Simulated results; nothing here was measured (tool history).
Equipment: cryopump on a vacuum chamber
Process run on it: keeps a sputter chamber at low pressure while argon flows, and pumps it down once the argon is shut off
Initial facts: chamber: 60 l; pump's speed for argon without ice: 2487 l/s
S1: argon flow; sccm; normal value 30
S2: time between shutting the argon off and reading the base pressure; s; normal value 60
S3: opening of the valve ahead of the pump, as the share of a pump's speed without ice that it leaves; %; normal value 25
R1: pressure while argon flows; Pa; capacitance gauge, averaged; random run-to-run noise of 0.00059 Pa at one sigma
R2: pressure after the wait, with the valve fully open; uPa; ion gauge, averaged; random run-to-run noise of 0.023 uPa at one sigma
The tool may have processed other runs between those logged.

| run | day | S1 | S2 | S3 | R1 | R2 |
|---|---|---|---|---|---|---|
| 1 | 0.000 | 30 | 60 | 25 | 0.0836 | 0.73 |
| 2 | 0.933 | 30 | 60 | 25 | 0.0849 | 0.74 |
| 3 | 1.658 | 30 | 60 | 25 | 0.0847 | 0.76 |
| 4 | 3.167 | 30 | 60 | 25 | 0.0845 | 0.81 |
| 5 | 3.938 | 30 | 60 | 41 | 0.0532 | 0.78 |
| 6 | 4.954 | 30 | 60 | 41 | 0.0532 | 0.86 |
| 7 | 6.262 | 30 | 144 | 25 | 0.0849 | 0.51 |
| 8 | 7.371 | 30 | 144 | 25 | 0.0863 | 0.48 |
| 9 | 8.158 | 30 | 60 | 25 | 0.0866 | 0.83 |
| 10 | 9.508 | 30 | 60 | 25 | 0.0873 | 0.90 |
| 11 | 10.417 | 30 | 60 | 25 | 0.0876 | 0.86 |
| 12 | 11.392 | 30 | 60 | 25 | 0.0884 | 0.87 |
| 13 | 12.850 | 30 | 60 | 25 | 0.0886 | 0.92 |
| 14 | 14.267 | 30 | 60 | 25 | 0.0884 | 0.94 |
| 15 | 15.146 | 30 | 60 | 25 | 0.0890 | 0.99 |
| 16 | 15.954 | 30 | 60 | 25 | 0.0883 | 0.96 |
| 17 | 17.050 | 30 | 60 | 25 | 0.0895 | 1.04 |
| 18 | 17.858 | 57 | 24 | 21 | 0.2020 | 1.86 |
| 19 | 18.746 | 19 | 21 | 23 | 0.0608 | 2.06 |
| 20 | 19.629 | 14 | 211 | 25 | 0.0422 | 0.60 |
| 21 | 21.088 | 13 | 27 | 28 | 0.0361 | 1.76 |
|  | 22.217 | pump warmed up, emptied and cooled again |
| 22 | 22.504 | 53 | 60 | 33 | 0.1095 | 0.92 |
| 23 | 23.333 | 21 | 93 | 35 | 0.0410 | 0.75 |
| 24 | 24.383 | 21 | 93 | 35 | 0.0407 | 0.74 |
| 25 | 25.729 | 30 | 39 | 25 | 0.0828 | 1.25 |
| 26 | 27.229 | 30 | 23 | 47 | 0.0456 | 1.83 |
| 27 | 28.450 | 16 | 29 | 34 | 0.0332 | 1.58 |
| 28 | 29.433 | 30 | 148 | 17 | 0.1226 | 0.69 |

What does the tool deliver on the next run?
| 29 | 30.146 | 30 | 148 | 17 | ? | ? |

Run 29 came out at R1 0.1221 Pa, R2 0.71 uPa.
The same run, on a tool lacking any hidden state, would have yielded R1 0.1199 Pa, R2 0.38 uPa.

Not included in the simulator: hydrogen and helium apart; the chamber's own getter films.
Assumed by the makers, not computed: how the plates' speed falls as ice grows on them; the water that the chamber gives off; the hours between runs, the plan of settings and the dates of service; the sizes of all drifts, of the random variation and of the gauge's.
